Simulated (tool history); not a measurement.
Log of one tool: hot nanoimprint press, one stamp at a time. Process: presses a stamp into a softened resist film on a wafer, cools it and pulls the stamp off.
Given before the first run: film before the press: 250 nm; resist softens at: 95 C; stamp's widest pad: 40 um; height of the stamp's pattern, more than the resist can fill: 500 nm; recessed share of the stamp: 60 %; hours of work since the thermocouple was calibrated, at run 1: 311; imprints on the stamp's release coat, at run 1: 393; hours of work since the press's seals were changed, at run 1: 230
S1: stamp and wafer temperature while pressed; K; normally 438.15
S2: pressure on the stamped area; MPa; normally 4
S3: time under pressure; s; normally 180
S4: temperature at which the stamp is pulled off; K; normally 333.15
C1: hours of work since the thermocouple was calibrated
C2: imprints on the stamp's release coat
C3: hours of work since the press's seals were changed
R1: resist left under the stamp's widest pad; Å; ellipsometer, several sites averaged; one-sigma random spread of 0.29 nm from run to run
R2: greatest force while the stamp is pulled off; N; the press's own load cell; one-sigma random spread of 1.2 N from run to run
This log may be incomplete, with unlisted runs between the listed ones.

{"run": 1, "hour": 0.0, "S1": 438.15, "S2": 4, "S3": 180, "S4": 333.15, "C1": 311, "C2": 393, "C3": 230, "R1": 874, "R2": 173}
{"run": 2, "hour": 75.2, "S1": 438.15, "S2": 4, "S3": 180, "S4": 334.15, "C1": 352, "C2": 624, "C3": 271, "R1": 865, "R2": 173}
{"run": 3, "hour": 111.9, "S1": 438.15, "S2": 4, "S3": 180, "S4": 327.15, "C1": 372, "C2": 737, "C3": 291, "R1": 859, "R2": 215}
{"hour": 127.3, "done": "plate thermocouple calibrated"}
{"hour": 178.7, "done": "stamp cleaned and given a new release coat"}
{"run": 4, "hour": 201.1, "S1": 438.15, "S2": 4, "S3": 180, "S4": 327.15, "C1": 37, "C2": 69, "C3": 335, "R1": 906, "R2": 201}
{"run": 5, "hour": 243.9, "S1": 438.15, "S2": 4, "S3": 180, "S4": 333.15, "C1": 61, "C2": 200, "C3": 359, "R1": 908, "R2": 173}
{"run": 6, "hour": 317.4, "S1": 438.15, "S2": 4, "S3": 180, "S4": 333.15, "C1": 101, "C2": 426, "C3": 399, "R1": 897, "R2": 175}
{"run": 7, "hour": 355.9, "S1": 438.15, "S2": 4, "S3": 148, "S4": 333.15, "C1": 122, "C2": 544, "C3": 420, "R1": 968, "R2": 179}
{"run": 8, "hour": 392.2, "S1": 438.15, "S2": 3.51, "S3": 180, "S4": 333.15, "C1": 142, "C2": 656, "C3": 440, "R1": 959, "R2": 182}
{"run": 9, "hour": 453.9, "S1": 433.15, "S2": 3.51, "S3": 180, "S4": 333.15, "C1": 176, "C2": 846, "C3": 474, "R1": 1177, "R2": 185}
{"hour": 476.7, "done": "stamp cleaned and given a new release coat"}
{"run": 10, "hour": 508.3, "S1": 433.15, "S2": 5.06, "S3": 180, "S4": 333.15, "C1": 202, "C2": 98, "C3": 500, "R1": 976, "R2": 166}
{"run": 11, "hour": 549.2, "S1": 433.15, "S2": 5.06, "S3": 180, "S4": 333.15, "C1": 225, "C2": 223, "C3": 523, "R1": 978, "R2": 172}
{"run": 12, "hour": 609.8, "S1": 433.15, "S2": 5.06, "S3": 180, "S4": 333.15, "C1": 258, "C2": 409, "C3": 556, "R1": 971, "R2": 175}
{"run": 13, "hour": 668.1, "S1": 433.15, "S2": 5.06, "S3": 180, "S4": 333.15, "C1": 290, "C2": 589, "C3": 588, "R1": 965, "R2": 179}
{"run": 14, "hour": 749.9, "S1": 433.15, "S2": 5.06, "S3": 146, "S4": 333.15, "C1": 335, "C2": 840, "C3": 633, "R1": 1031, "R2": 183}
{"hour": 777.7, "done": "stamp cleaned and given a new release coat"}
{"run": 15, "hour": 817.2, "S1": 442.15, "S2": 4, "S3": 180, "S4": 333.15, "C1": 368, "C2": 121, "C3": 666, "R1": 741, "R2": 167}
{"hour": 842.2, "done": "plate thermocouple calibrated"}
{"run": 16, "hour": 887.9, "S1": 442.15, "S2": 4, "S3": 180, "S4": 333.15, "C1": 25, "C2": 330, "C3": 703, "R1": 772, "R2": 175}
{"run": 17, "hour": 960.8, "S1": 437.15, "S2": 5.34, "S3": 109, "S4": 328.15, "C1": 65, "C2": 553, "C3": 743, "R1": 987, "R2": 206}
{"run": 18, "hour": 1024.6, "S1": 437.15, "S2": 5.34, "S3": 109, "S4": 328.15, "C1": 100, "C2": 750, "C3": 778, "R1": 979, "R2": 211}
{"hour": 1083.5, "done": "stamp cleaned and given a new release coat"}
{"run": 19, "hour": 1090.4, "S1": 437.15, "S2": 5.34, "S3": 109, "S4": 328.15, "C1": 133, "C2": 21, "C3": 811, "R1": 977, "R2": 191}
{"run": 20, "hour": 1163.2, "S1": 438.15, "S2": 4.17, "S3": 323, "S4": 333.15, "C1": 173, "C2": 245, "C3": 851, "R1": 697, "R2": 171}
{"run": 21, "hour": 1212.2, "S1": 438.15, "S2": 4.17, "S3": 323, "S4": 333.15, "C1": 199, "C2": 396, "C3": 878, "R1": 694, "R2": 174}
{"run": 22, "hour": 1284.4, "S1": 448.15, "S2": 3.83, "S3": 191, "S4": 322.15, "C1": 239, "C2": 618, "C3": 917, "R1": 593, "R2": 236}
{"run": 23, "hour": 1332.7, "S1": 448.15, "S2": 3.83, "S3": 191, "S4": 322.15, "C1": 266, "C2": 766, "C3": 944, "R1": 591, "R2": 243}
{"hour": 1382.0, "done": "stamp cleaned and given a new release coat"}
{"run": 24, "hour": 1388.7, "S1": 438.15, "S2": 4, "S3": 208, "S4": 341.15, "C1": 293, "C2": 21, "C3": 971, "R1": 828, "R2": 124}
{"run": 25, "hour": 1443.0, "S1": 438.15, "S2": 2.71, "S3": 180, "S4": 336.15, "C1": 323, "C2": 187, "C3": 1001, "R1": 1062, "R2": 151}
{"run": 26, "hour": 1479.5, "S1": 438.15, "S2": 4, "S3": 225, "S4": 333.15, "C1": 343, "C2": 300, "C3": 1021, "R1": 799, "R2": 170}
{"run": 27, "hour": 1539.6, "S1": 447.15, "S2": 2.45, "S3": 225, "S4": 333.15, "C1": 376, "C2": 484, "C3": 1054, "R1": 721, "R2": 174}
{"hour": 1548.2, "done": "plate thermocouple calibrated"}
{"run": 28, "hour": 1622.6, "S1": 427.15, "S2": 4, "S3": 265, "S4": 321.15, "C1": 41, "C2": 730, "C3": 1098, "R1": 1287, "R2": 255}
{"hour": 1683.4, "done": "stamp cleaned and given a new release coat"}
{"run": 29, "hour": 1684.1, "S1": 427.15, "S2": 4, "S3": 265, "S4": 321.15, "C1": 71, "C2": 2, "C3": 1128, "R1": 1275, "R2": 226}

Predict each of these 3 candidate next runs independently; none follows another, all start after run 29:
{"run": "A", "hour": 1741.0, "S1": 438.15, "S2": 5.51, "S3": 180, "S4": 333.15, "C1": 102, "C2": 177, "C3": 1159, "R1": "?", "R2": "?"}
{"run": "B", "hour": 1741.0, "S1": 438.15, "S2": 4, "S3": 112, "S4": 333.15, "C1": 102, "C2": 177, "C3": 1159, "R1": "?", "R2": "?"}
{"run": "C", "hour": 1741.0, "S1": 427.15, "S2": 4.62, "S3": 168, "S4": 329.15, "C1": 102, "C2": 177, "C3": 1159, "R1": "?", "R2": "?"}

run=A R1=781 R2=172
run=B R1=1097 R2=172
run=C R1=1390 R2=191
The same runs, with their run-to-run variation unchanged, on a tool lacking any hidden condition would have given:
run=A R1=768 R2=171
run=B R1=1094 R2=171
run=C R1=1386 R2=190

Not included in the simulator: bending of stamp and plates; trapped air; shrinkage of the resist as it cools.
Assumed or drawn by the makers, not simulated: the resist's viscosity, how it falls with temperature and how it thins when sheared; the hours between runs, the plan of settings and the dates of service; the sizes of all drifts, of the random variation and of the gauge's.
